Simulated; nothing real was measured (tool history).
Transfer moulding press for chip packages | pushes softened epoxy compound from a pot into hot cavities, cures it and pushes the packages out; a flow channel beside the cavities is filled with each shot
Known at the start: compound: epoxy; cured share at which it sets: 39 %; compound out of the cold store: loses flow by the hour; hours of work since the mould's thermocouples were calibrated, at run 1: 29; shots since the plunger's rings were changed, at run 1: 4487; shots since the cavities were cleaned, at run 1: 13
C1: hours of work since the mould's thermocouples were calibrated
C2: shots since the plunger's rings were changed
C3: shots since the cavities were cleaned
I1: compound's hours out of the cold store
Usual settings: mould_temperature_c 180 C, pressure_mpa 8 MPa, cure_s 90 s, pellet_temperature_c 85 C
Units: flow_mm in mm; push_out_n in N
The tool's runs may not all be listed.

run 1 hour=0 | mould_temperature_c=180 pressure_mpa=8 cure_s=90 pellet_temperature_c=85 | C1=29 C2=4487 C3=13 | I1=13 | flow_mm=839 push_out_n=263
-- hour=42.6 plunger's sealing rings changed
run 2 hour=42.6 | mould_temperature_c=180 pressure_mpa=8 cure_s=90 pellet_temperature_c=85 | C1=60 C2=0 C3=570 | I1=44.6 | flow_mm=784 push_out_n=363
-- hour=69.6 cavities cleaned with cleaning compound and waxed
run 3 hour=86.3 | mould_temperature_c=180 pressure_mpa=8 cure_s=90 pellet_temperature_c=85 | C1=92 C2=586 C3=231 | I1=32.4 | flow_mm=815 push_out_n=311
-- hour=136.6 cavities cleaned with cleaning compound and waxed
run 4 hour=138.5 | mould_temperature_c=180 pressure_mpa=8 cure_s=90 pellet_temperature_c=85 | C1=132 C2=1291 C3=27 | I1=43.4 | flow_mm=750 push_out_n=262
run 5 hour=172.9 | mould_temperature_c=180 pressure_mpa=8 cure_s=90 pellet_temperature_c=85 | C1=158 C2=1768 C3=504 | I1=37.9 | flow_mm=779 push_out_n=347
-- hour=204.5 cavities cleaned with cleaning compound and waxed
run 6 hour=220.1 | mould_temperature_c=180 pressure_mpa=8 cure_s=90 pellet_temperature_c=83 | C1=193 C2=2403 C3=217 | I1=29.6 | flow_mm=796 push_out_n=310
run 7 hour=264.9 | mould_temperature_c=180 pressure_mpa=8 cure_s=90 pellet_temperature_c=83 | C1=228 C2=3026 C3=840 | I1=36.7 | flow_mm=753 push_out_n=386
-- hour=271.7 cavities cleaned with cleaning compound and waxed
run 8 hour=294.5 | mould_temperature_c=180 pressure_mpa=8 cure_s=90 pellet_temperature_c=83 | C1=250 C2=3416 C3=317 | I1=21.8 | flow_mm=826 push_out_n=321
-- hour=340 cavities cleaned with cleaning compound and waxed
run 9 hour=340.1 | mould_temperature_c=180 pressure_mpa=8 cure_s=90 pellet_temperature_c=85 | C1=284 C2=4029 C3=3 | I1=39.3 | flow_mm=743 push_out_n=254
run 10 hour=390 | mould_temperature_c=180 pressure_mpa=8 cure_s=96 pellet_temperature_c=83 | C1=322 C2=4721 C3=695 | I1=40.3 | flow_mm=716 push_out_n=364
-- hour=405.5 cavities cleaned with cleaning compound and waxed
-- hour=417.5 plunger's sealing rings changed
run 11 hour=437.4 | mould_temperature_c=180 pressure_mpa=8 cure_s=90 pellet_temperature_c=88 | C1=355 C2=277 C3=408 | I1=43 | flow_mm=772 push_out_n=338
-- hour=474 cavities cleaned with cleaning compound and waxed
run 12 hour=487.6 | mould_temperature_c=180 pressure_mpa=8 cure_s=90 pellet_temperature_c=88 | C1=393 C2=954 C3=189 | I1=43.7 | flow_mm=767 push_out_n=308
run 13 hour=525.2 | mould_temperature_c=180 pressure_mpa=8 cure_s=90 pellet_temperature_c=88 | C1=422 C2=1477 C3=712 | I1=30.7 | flow_mm=800 push_out_n=389
-- hour=539.8 cavities cleaned with cleaning compound and waxed
run 14 hour=577.9 | mould_temperature_c=174 pressure_mpa=8.79 cure_s=90 pellet_temperature_c=91 | C1=461 C2=2187 C3=529 | I1=11.4 | flow_mm=964 push_out_n=504

Run 15 comes next. What will it give?
-- hour=608.7 cavities cleaned with cleaning compound and waxed
run 15 hour=615.9 | mould_temperature_c=174 pressure_mpa=6.32 cure_s=92 pellet_temperature_c=91 | C1=490 C2=2694 C3=100 | I1=17.5 | flow_mm=? push_out_n=?

flow_mm: 782 mm
push_out_n: 371 N
Without the tool's hidden state the same run would have given flow_mm 833 mm, push_out_n 357 N.
